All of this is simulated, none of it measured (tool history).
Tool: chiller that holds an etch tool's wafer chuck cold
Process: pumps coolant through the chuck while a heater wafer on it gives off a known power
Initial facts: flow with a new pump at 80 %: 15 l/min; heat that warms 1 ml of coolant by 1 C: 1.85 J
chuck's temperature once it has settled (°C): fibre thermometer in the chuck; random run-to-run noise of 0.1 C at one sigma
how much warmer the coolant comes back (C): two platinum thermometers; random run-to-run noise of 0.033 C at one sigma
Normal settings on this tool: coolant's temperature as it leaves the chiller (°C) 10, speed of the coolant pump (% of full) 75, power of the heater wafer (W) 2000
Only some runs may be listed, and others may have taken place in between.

run,hour,coolant's temperature as it leaves the chiller (°C),speed of the coolant pump (% of full),power of the heater wafer (W),chuck's temperature once it has settled (°C),how much warmer the coolant comes back (C)
1,0,10,75,2000,37.6,4.66
2,36.1,10,75,2000,37.9,4.68
3,91.3,10,75,2000,37.7,4.68
4,140.9,10,75,2000,37.8,4.72
5,175.5,18,75,2000,46.1,4.66
6,227.3,18,75,2000,45.9,4.66
7,296.6,10,75,2000,38.2,4.66
8,360.3,10,96,2000,33.6,3.61
9,408.6,10,75,2000,38.8,4.68
10,465.4,10,75,2000,38.7,4.7
11,511.2,13,75,2000,42,4.68
12,581.2,13,75,2000,41.9,4.76
13,649.2,13,75,2000,42.2,4.69
14,681,13,80,2000,41.1,4.42
15,714.7,13,80,2000,41.2,4.44
16,775.4,10,75,1044,25.7,2.52
17,846.9,9,75,2000,38.7,4.72
18,918.6,9,75,2000,38.9,4.72
19,966.6,16,86,2000,43.3,4.12
20,1016.2,16,86,2000,43.4,4.12
# hour 1071.6: coolant changed, channels flushed
21,1086.8,4,80,2559,34.2,5.63
22,1140.9,7,73,2559,39.5,6.25
23,1206.5,20,67,2706,56.7,7.31
24,1270.5,20,67,2706,56.9,7.34
25,1313,13,81,2070,37.8,4.61
26,1348.1,19,67,2491,53,6.78
27,1377.6,19,89,1808,39.4,3.65
28,1415.8,19,89,1808,39.5,3.64
29,1452.1,11,64,2098,40.9,5.96
30,1489,18,62,1207,36,3.52
31,1547.2,10,75,2481,41.8,5.97
32,1597.9,11,67,2120,40.9,5.78
33,1647.9,12,75,1048,26,2.49

Consider 3 possible next runs. They are alternatives, not a sequence: every one starts from the tool as it was left by run 33. What does each give?
A,1677.2,18,97,1048,?,?
B,1677.2,18,67,2000,?,?
C,1677.2,12,85,2000,?,?

run,chuck's temperature once it has settled (°C),how much warmer the coolant comes back (C)
A,29.9,1.92
B,46.5,5.43
C,35.8,4.28
With the hidden condition removed and each run's random variation left untouched, the same runs would have given:
run,chuck's temperature once it has settled (°C),how much warmer the coolant comes back (C)
A,28.4,1.85
B,43.9,5.22
C,33.5,4.11
